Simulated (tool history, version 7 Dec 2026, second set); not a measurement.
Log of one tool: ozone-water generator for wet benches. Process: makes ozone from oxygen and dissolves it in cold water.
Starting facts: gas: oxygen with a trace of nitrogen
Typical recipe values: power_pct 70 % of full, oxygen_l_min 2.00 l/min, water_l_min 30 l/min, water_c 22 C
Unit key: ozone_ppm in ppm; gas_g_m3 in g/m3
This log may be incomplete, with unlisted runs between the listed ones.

run	day	power_pct	oxygen_l_min	water_l_min	water_c	ozone_ppm	gas_g_m3
1	0.000	70	2.00	30	22	9.4	242.6
2	3.083	70	2.00	30	22	9.9	241.4
3	6.696	70	2.00	30	28	9.0	241.2
4	11.150	70	2.00	30	18	9.5	239.6
5	15.308	70	2.00	30	22	9.5	242.2
6	18.583	70	2.00	28	22	10.2	240.8
7	23.088	70	2.00	28	22	10.2	240.8
8	28.154	70	2.00	30	22	9.6	239.6
9	30.258	70	2.00	30	26	9.1	239.6
10	33.767	43	2.00	36	21	5.6	175.2
11	36.792	88	3.32	21	14	17.5	206.3
12	41.679	89	2.00	23	15	14.9	276.3
# day 42.029: water thermometer calibrated
13	44.558	89	3.48	31	26	11.4	200.3
14	47.933	89	3.48	31	26	11.4	202.7
15	52.725	89	1.91	31	26	10.2	281.0
16	55.812	89	1.91	31	26	10.4	281.8
17	60.525	70	2.00	27	22	10.8	237.6

Branching from run 17: 4 alternative next runs. What would each branch give?
A	62.600	49	2.00	32	16	?	?
B	62.600	69	2.00	35	14	?	?
C	62.600	70	2.00	30	27	?	?
D	62.600	70	3.36	46	27	?	?

run	ozone_ppm	gas_g_m3
A	7.2	188.1
B	8.4	235.2
C	9.3	236.1
D	6.4	174.9
With no hidden state in the tool, these same runs would have given:
run	ozone_ppm	gas_g_m3
A	7.9	195.8
B	9.2	247.6
C	10.2	248.7
D	7.0	184.2

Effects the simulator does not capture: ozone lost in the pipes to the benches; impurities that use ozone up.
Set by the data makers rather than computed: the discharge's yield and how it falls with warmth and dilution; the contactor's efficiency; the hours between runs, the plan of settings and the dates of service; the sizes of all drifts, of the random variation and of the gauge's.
